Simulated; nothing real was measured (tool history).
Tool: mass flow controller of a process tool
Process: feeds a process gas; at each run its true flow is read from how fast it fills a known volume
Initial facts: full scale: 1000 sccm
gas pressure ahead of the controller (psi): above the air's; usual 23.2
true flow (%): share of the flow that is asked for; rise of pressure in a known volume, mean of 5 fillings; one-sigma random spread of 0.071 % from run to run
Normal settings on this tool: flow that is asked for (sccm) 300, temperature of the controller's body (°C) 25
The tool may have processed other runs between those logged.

run	hour	flow that is asked for (sccm)	gas pressure ahead of the controller (psi)	temperature of the controller's body (°C)	true flow (%)
1	0.0	300	23.2	25	96.54
2	363.9	300	23.2	25	96.46
3	546.5	300	23.2	25	96.37
4	875.7	370	23.2	25	96.87
5	1230.8	300	23.2	25	96.15
6	1469.0	300	23.2	25	96.26
7	1882.8	300	23.2	23	96.27
8	2088.4	805	23.2	36	97.90
9	2383.6	184	21.2	34	93.80
10	2798.4	739	22.2	33	97.74

Table of differences, measured result less the result of that run with no hidden state. Run-to-run variation is the same in both. Gauge scatter possibly is not:
The tool's hidden condition here consists of: flow at rest that the sensor doesn't see, % of full scale; true flow over the shown one, %; drift of the gauge itself on true_pct, %.
run	true flow (%)
1	-3.08
2	-3.15
3	-3.18
4	-2.74
5	-3.30
6	-3.35
7	-3.44
8	-1.70
9	-5.35
10	-1.86

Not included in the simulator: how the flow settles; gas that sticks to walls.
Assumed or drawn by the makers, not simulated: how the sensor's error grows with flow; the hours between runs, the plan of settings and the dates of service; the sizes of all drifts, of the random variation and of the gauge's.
